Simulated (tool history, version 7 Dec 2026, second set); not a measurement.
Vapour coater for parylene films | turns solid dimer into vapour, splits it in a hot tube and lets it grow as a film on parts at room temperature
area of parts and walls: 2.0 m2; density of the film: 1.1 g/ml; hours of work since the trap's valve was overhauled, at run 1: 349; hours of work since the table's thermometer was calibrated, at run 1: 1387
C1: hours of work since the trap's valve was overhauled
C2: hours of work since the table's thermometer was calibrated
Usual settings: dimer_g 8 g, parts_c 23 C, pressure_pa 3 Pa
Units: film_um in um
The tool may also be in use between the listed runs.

Run 1, hour 0: usual settings; C1 349; C2 1387. Result: film_um 3.02 um.
Run 2, hour 66.2: usual settings; C1 391; C2 1430. Result: film_um 2.978 um.
At hour 116.5: trap's valve overhauled.
Run 3, hour 143.5: usual settings; C1 17; C2 1476. Result: film_um 3.132 um.
Run 4, hour 185.5: usual settings; C1 44; C2 1503. Result: film_um 3.123 um.
Run 5, hour 255.7: usual settings but parts_c 29 C; C1 89; C2 1548. Result: film_um 2.817 um.
Run 6, hour 327.5: usual settings but parts_c 29 C; C1 135; C2 1594. Result: film_um 2.81 um.
Run 7, hour 385.5: usual settings but dimer_g 7 g, parts_c 29 C; C1 172; C2 1631. Result: film_um 2.459 um.
Run 8, hour 446.3: usual settings; C1 211; C2 1670. Result: film_um 3.05 um.
Run 9, hour 512.4: usual settings; C1 253; C2 1712. Result: film_um 3.046 um.
Run 10, hour 566: usual settings; C1 287; C2 1746. Result: film_um 3.03 um.
Run 11, hour 633: usual settings; C1 330; C2 1789. Result: film_um 3.007 um.
Run 12, hour 667.1: usual settings but dimer_g 4 g; C1 352; C2 1811. Result: film_um 1.514 um.
Run 13, hour 724.7: usual settings but dimer_g 4 g; C1 389; C2 1848. Result: film_um 1.5 um.
At hour 781.1: trap's valve overhauled.
Run 14, hour 792.6: usual settings but dimer_g 5 g; C1 7; C2 1889. Result: film_um 1.978 um.
Run 15, hour 866.2: usual settings but dimer_g 5 g; C1 54; C2 1936. Result: film_um 1.962 um.
Run 16, hour 922.1: usual settings but parts_c 19 C; C1 90; C2 1971. Result: film_um 3.313 um.
Run 17, hour 971.3: usual settings but parts_c 19 C; C1 122; C2 2003. Result: film_um 3.312 um.
Run 18, hour 1044.8: usual settings but parts_c 19 C; C1 168; C2 2050. Result: film_um 3.293 um.
Run 19, hour 1078.6: usual settings but parts_c 19 C; C1 190; C2 2071. Result: film_um 3.296 um.
Run 20, hour 1113.2: usual settings but parts_c 19 C; C1 212; C2 2093. Result: film_um 3.288 um.
At hour 1131.5: table's thermometer calibrated.
Run 21, hour 1165.7: usual settings but parts_c 19 C; C1 245; C2 22. Result: film_um 3.182 um.
Run 22, hour 1222.9: usual settings but parts_c 19 C; C1 282; C2 58. Result: film_um 3.164 um.
Run 23, hour 1281.2: usual settings but parts_c 19 C, pressure_pa 10.23 Pa; C1 319; C2 96. Result: film_um 2.497 um.
Run 24, hour 1328.5: usual settings but parts_c 29 C, pressure_pa 5.53 Pa; C1 349; C2 126. Result: film_um 2.398 um.
Run 25, hour 1404: usual settings but parts_c 29 C, pressure_pa 5.53 Pa; C1 397; C2 174. Result: film_um 2.385 um.
At hour 1443.7: trap's valve overhauled.
Run 26, hour 1451.8: usual settings but dimer_g 3 g, parts_c 29 C, pressure_pa 2.62 Pa; C1 5; C2 202. Result: film_um 1.082 um.
Run 27, hour 1518.6: usual settings but pressure_pa 3.62 Pa; C1 48; C2 245. Result: film_um 2.946 um.
Run 28, hour 1559.4: usual settings but dimer_g 4 g, parts_c 28 C, pressure_pa 6.98 Pa; C1 74; C2 271. Result: film_um 1.208 um.
Run 29, hour 1614.2: usual settings but dimer_g 3 g, parts_c 24 C, pressure_pa 6.98 Pa; C1 109; C2 306. Result: film_um 0.949 um.
Run 30, hour 1674.8: usual settings but dimer_g 7 g, parts_c 24 C, pressure_pa 2.56 Pa; C1 148; C2 345. Result: film_um 2.701 um.
Run 31, hour 1732.3: usual settings but dimer_g 7 g, parts_c 24 C, pressure_pa 2.56 Pa; C1 184; C2 381. Result: film_um 2.678 um.
Run 32, hour 1779.4: usual settings but parts_c 33 C, pressure_pa 4.98 Pa; C1 214; C2 411. Result: film_um 2.347 um.
Run 33, hour 1818.3: usual settings but dimer_g 3 g, parts_c 21 C, pressure_pa 2.24 Pa; C1 239; C2 436. Result: film_um 1.237 um.
Run 34, hour 1865: usual settings but dimer_g 3 g, parts_c 32 C, pressure_pa 2.24 Pa; C1 269; C2 466. Result: film_um 1.042 um.
Run 35, hour 1907.3: usual settings but dimer_g 7 g, parts_c 16 C; C1 296; C2 493. Result: film_um 2.902 um.
Run 36, hour 1940.1: usual settings but dimer_g 7 g, parts_c 16 C, pressure_pa 4.29 Pa; C1 317; C2 514. Result: film_um 2.712 um.
Run 37, hour 2000.8: usual settings but dimer_g 5 g, parts_c 26 C, pressure_pa 4.7 Pa; C1 356; C2 553. Result: film_um 1.617 um.
Run 38, hour 2057.5: usual settings but dimer_g 5 g, parts_c 26 C, pressure_pa 3.61 Pa; C1 392; C2 589. Result: film_um 1.701 um.
Run 39, hour 2089.9: usual settings but dimer_g 5 g, parts_c 32 C, pressure_pa 5.86 Pa; C1 413; C2 610. Result: film_um 1.41 um.
At hour 2105.5: trap's valve overhauled.
Run 40, hour 2136: usual settings but parts_c 20 C; C1 19; C2 637. Result: film_um 3.225 um.
Run 41, hour 2197.7: usual settings but dimer_g 6 g, parts_c 17 C, pressure_pa 3.12 Pa; C1 59; C2 676. Result: film_um 2.497 um.
Run 42, hour 2262: usual settings but dimer_g 7 g, pressure_pa 6.95 Pa; C1 100; C2 717. Result: film_um 2.266 um.
Run 43, hour 2334.3: usual settings but dimer_g 7 g, pressure_pa 6.95 Pa; C1 146; C2 763. Result: film_um 2.254 um.

3 ways to go on from here, each from the tool as it stands after run 43. What would each give?
Run A, hour 2387.7: usual settings but dimer_g 3 g, pressure_pa 4.15 Pa; C1 180; C2 797. Result: film_um ?.
Run B, hour 2387.7: usual settings but dimer_g 12 g; C1 180; C2 797. Result: film_um ?.
Run C, hour 2387.7: usual settings but dimer_g 10 g, pressure_pa 2.89 Pa; C1 180; C2 797. Result: film_um ?.

run  film_um
  A    1.059
  B    4.531
  C    3.796
Without the tool's hidden state the same runs would have given:
run  film_um
  A    1.083
  B    4.634
  C    3.882
